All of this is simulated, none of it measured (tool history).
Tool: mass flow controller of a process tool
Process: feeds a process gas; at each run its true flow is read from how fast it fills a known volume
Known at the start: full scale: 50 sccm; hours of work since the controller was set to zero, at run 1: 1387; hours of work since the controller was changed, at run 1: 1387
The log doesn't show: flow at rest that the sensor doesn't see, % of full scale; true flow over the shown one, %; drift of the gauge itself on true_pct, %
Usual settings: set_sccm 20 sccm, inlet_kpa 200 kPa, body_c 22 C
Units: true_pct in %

run,hour,set_sccm,inlet_kpa,body_c,hours of work since the controller was set to zero,hours of work since the controller was changed,true_pct
1,0,20,200,22,1387,1387,99.05
2,117.9,20,200,22,1459,1459,98.88
3,223.1,20,200,22,1524,1524,99.02
4,353.1,20,200,22,1604,1604,98.94
5,457.3,20,200,22,1668,1668,99.02
6,542.4,20,200,22,1720,1720,99.01
7,618.1,20,200,22,1767,1767,98.97
8,712.4,20,200,22,1825,1825,98.93
9,845.5,20,200,22,1906,1906,98.9
10,911.4,20,200,22,1947,1947,98.97
11,996.3,20,200,22,1999,1999,98.97
12,1076.2,20,195,22,2048,2048,98.95
13,1133.2,20,195,22,2083,2083,98.88
14,1198.6,20,195,22,2123,2123,98.75
15,1313.8,20,226,22,2194,2194,98.86
16,1419.6,7,179,22,2259,2259,98.63
17,1547.7,7,179,22,2337,2337,98.5
18,1655.8,7,220,22,2404,2404,98.52
19,1753.6,7,220,22,2464,2464,98.49
20,1867.5,7,151,22,2534,2534,98.76
21,1963.7,32,200,29,2593,2593,99.83
22,2062.5,32,200,29,2654,2654,100.04

Forecast run 23:
23,2185.8,8,201,25,2729,2729,?

Run 23 gave true_pct 98.83 %.
Without the tool's hidden state the same run would have given true_pct 98.85 %.

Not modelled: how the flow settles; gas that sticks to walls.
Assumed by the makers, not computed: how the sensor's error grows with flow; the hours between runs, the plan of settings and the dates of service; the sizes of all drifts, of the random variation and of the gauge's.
